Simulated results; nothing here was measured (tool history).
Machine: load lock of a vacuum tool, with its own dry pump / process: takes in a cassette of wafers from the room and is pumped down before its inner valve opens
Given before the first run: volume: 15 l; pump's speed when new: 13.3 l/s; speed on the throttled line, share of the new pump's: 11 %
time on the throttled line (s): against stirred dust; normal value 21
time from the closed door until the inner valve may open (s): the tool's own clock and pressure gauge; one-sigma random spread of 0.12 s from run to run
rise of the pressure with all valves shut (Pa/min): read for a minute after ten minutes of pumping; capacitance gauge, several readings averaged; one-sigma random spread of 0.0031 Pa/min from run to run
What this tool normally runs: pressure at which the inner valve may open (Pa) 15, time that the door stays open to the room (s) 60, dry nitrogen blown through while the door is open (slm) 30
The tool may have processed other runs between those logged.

run      day  time on the throttled line (s)  pressure at which the inner valve may open (Pa)  time that the door stays open to the room (s)  dry nitrogen blown through while the door is open (slm)  incoming humidity of the room's air, %  time from the closed door until the inner valve may open (s)  rise of the pressure with all valves shut (Pa/min)
  1        0                              21                                               15                                             60                                                       30                                    44.2                                                          28.6                                               0.056
  2    8.117                              21                                               15                                             60                                                       30                                      46                                                          28.6                                               0.057
  3   18.621                              15                                               15                                             60                                                       30                                    43.4                                                          23.3                                               0.054
  4   30.312                              21                                               15                                             60                                                       30                                    46.3                                                          28.9                                               0.058
  5   38.212                              21                                               15                                             60                                                       30                                    44.6                                                          28.9                                               0.061
  6   49.583                              21                                               15                                             60                                                       30                                    46.7                                                          28.9                                               0.062
  7   61.042                              21                                               15                                             60                                                       30                                    45.3                                                          28.7                                                0.06
  8   72.646                              21                                               15                                             60                                                       30                                    44.3                                                          28.7                                               0.056
  9   82.071                              21                                               15                                             60                                                       26                                    44.7                                                          28.8                                               0.063
 10   94.288                              21                                               15                                             60                                                       30                                    45.3                                                          28.8                                               0.057
 11  103.112                              21                                               15                                             60                                                       30                                    44.2                                                          28.9                                               0.059
 12  113.138                              21                                               15                                             60                                                       30                                    46.7                                                          28.7                                               0.056
 13  124.229                              21                                               15                                             60                                                       30                                    46.8                                                          28.6                                               0.059
 14  130.871                              21                                               15                                             60                                                       30                                    45.7                                                          28.8                                               0.057
 15  140.896                              21                                               15                                             60                                                       30                                    43.1                                                          28.8                                               0.055
 16  146.779                              21                                               15                                             60                                                       30                                    46.3                                                          28.6                                               0.055
 17  157.304                              21                                               15                                             60                                                       30                                    46.4                                                          28.6                                               0.056
 18  167.929                              21                                               15                                             60                                                       30                                      47                                                          28.7                                               0.066
 19  180.367                              21                                               15                                             60                                                       30                                    46.5                                                          28.8                                                0.06
 20  185.833                              31                                               15                                             65                                                       30                                    45.1                                                          37.7                                                0.06
 21  196.346                              21                                               22                                             60                                                       42                                    44.6                                                          28.4                                               0.052
 22  204.983                              21                                               22                                             60                                                       42                                    44.7                                                          28.1                                               0.052
 23  214.858                              21                                               22                                             89                                                       42                                    46.1                                                          28.3                                               0.054
 24  223.017                              33                                               15                                             60                                                       27                                    44.3                                                          39.3                                               0.057

Run 25, settings as shown, results not yet in. Your forecast:
 25  234.508                              15                                               22                                             60                                                       27                                    47.5                                                             ?                                                   ?

{"run 25": {"time from the closed door until the inner valve may open (s)": 23, "rise of the pressure with all valves shut (Pa/min)": 0.06}}
Minus the tool's unlogged condition, the same run would have read time from the closed door until the inner valve may open (s) 23, rise of the pressure with all valves shut (Pa/min) 0.059.

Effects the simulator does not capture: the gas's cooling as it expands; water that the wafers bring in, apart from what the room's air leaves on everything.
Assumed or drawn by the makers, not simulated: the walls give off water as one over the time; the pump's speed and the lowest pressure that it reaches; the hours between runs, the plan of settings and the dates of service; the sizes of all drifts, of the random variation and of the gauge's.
